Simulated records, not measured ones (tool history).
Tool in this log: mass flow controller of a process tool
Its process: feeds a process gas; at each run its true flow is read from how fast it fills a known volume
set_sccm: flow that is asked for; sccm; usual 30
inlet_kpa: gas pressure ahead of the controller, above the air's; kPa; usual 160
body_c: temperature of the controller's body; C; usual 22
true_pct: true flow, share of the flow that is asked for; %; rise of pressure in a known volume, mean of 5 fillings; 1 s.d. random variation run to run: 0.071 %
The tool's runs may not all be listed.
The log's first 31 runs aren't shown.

run	day	set_sccm	inlet_kpa	body_c	true_pct
32	191.042	11	151	24	103.62
33	199.525	44	151	24	99.84
34	203.804	89	175	37	100.08
35	212.242	21	192	22	100.84
36	216.133	32	192	34	100.51
37	221.929	32	192	34	100.49
38	229.862	32	192	34	100.61
39	237.767	30	164	22	100.31
40	244.629	10	202	34	105.52
41	251.942	34	202	35	100.58
42	257.988	34	179	22	99.97
43	265.429	34	179	22	100.01
44	269.446	30	160	27	100.67

Predict the results of run 45:
45	276.517	30	160	27	?

true_pct: 100.86 %
On a tool with no hidden condition, and with the same random variation, this run would have come out at true_pct 99.90 %.

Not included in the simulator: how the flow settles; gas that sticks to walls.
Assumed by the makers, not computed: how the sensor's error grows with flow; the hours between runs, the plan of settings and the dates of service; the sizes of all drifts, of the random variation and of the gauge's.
